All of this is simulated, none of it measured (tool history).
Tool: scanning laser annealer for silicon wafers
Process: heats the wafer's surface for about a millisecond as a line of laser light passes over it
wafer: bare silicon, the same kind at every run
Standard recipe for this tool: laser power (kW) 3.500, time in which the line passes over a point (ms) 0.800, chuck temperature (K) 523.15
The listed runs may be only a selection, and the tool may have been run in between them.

run     day  laser power (kW)  time in which the line passes over a point (ms)  chuck temperature (K)  highest temperature of the surface (K)
  1   0.000             3.500                                            0.800                 523.15                                 1267.15
  2   1.417             3.500                                            0.800                 523.15                                 1267.15
  3   4.825             3.500                                            0.841                 523.15                                 1279.15
  4   7.900             3.500                                            0.926                 523.15                                 1314.15
  5  11.138             3.500                                            0.800                 523.15                                 1252.15
  6  13.812             3.163                                            0.800                 523.15                                 1164.15
  7  15.446             3.693                                            0.800                 523.15                                 1293.15
  8  17.638             3.693                                            0.800                 523.15                                 1291.15
  9  20.312             3.693                                            0.800                 523.15                                 1288.15
 10  23.371             3.500                                            0.800                 523.15                                 1237.15
     24.542  -- window over the wafer cleaned
 11  25.679             3.500                                            0.800                 523.15                                 1285.15
 12  28.283             3.500                                            0.800                 523.15                                 1276.15
 13  30.667             3.500                                            0.800                 523.15                                 1275.15
 14  32.096             3.500                                            0.800                 523.15                                 1271.15
 15  34.225             3.500                                            0.800                 523.15                                 1268.15
 16  36.496             3.500                                            0.800                 523.15                                 1267.15
 17  38.838             3.500                                            0.800                 523.15                                 1263.15
 18  41.804             3.500                                            0.800                 523.15                                 1259.15
 19  44.788             3.500                                            0.800                 523.15                                 1255.15
 20  46.717             3.500                                            0.800                 523.15                                 1249.15
 21  49.958             3.500                                            0.800                 523.15                                 1250.15
 22  53.200             3.500                                            0.596                 500.15                                 1114.15
 23  54.942             3.345                                            0.732                 560.15                                 1208.15
 24  57.479             3.145                                            0.728                 514.15                                 1112.15
     58.717  -- window over the wafer cleaned
 25  59.083             3.343                                            0.869                 501.15                                 1251.15
 26  61.783             3.343                                            0.869                 501.15                                 1247.15
 27  64.288             3.343                                            0.869                 493.15                                 1239.15
 28  67.212             3.343                                            0.869                 493.15                                 1232.15
 29  69.767             3.135                                            0.800                 523.15                                 1174.15
 30  71.221             3.135                                            0.800                 523.15                                 1174.15
 31  72.738             3.803                                            0.626                 504.15                                 1222.15
 32  75.054             3.803                                            0.626                 504.15                                 1215.15
 33  78.154             3.803                                            0.626                 504.15                                 1214.15
 34  81.225             2.982                                            0.634                 504.15                                 1037.15
 35  82.983             3.500                                            0.610                 523.15                                 1150.15
 36  84.850             3.500                                            0.610                 523.15                                 1151.15
 37  87.138             3.513                                            0.660                 523.15                                 1174.15
     88.358  -- optics aligned, line set to its width
 38  90.583             3.238                                            0.801                 523.15                                 1189.15
     93.058  -- window over the wafer cleaned
 39  93.125             3.500                                            0.965                 560.15                                 1416.15
 40  95.817             3.730                                            0.696                 523.15                                 1294.15

Forecast each of these 5 alternatives for the next run:
  A  97.242             3.730                                            0.733                 562.15                                       ?
  B  97.242             3.730                                            0.572                 553.15                                       ?
  C  97.242             3.344                                            0.578                 523.15                                       ?
  D  97.242             3.196                                            0.977                 528.15                                       ?
  E  97.242             3.617                                            0.696                 543.15                                       ?

run  highest temperature of the surface (K)
  A                                 1352.15
  B                                 1245.15
  C                                 1136.15
  D                                 1293.15
  E                                 1285.15
Had the tool no hidden state, the same runs would have come out as:
run  highest temperature of the surface (K)
  A                                 1348.15
  B                                 1241.15
  C                                 1133.15
  D                                 1290.15
  E                                 1282.15

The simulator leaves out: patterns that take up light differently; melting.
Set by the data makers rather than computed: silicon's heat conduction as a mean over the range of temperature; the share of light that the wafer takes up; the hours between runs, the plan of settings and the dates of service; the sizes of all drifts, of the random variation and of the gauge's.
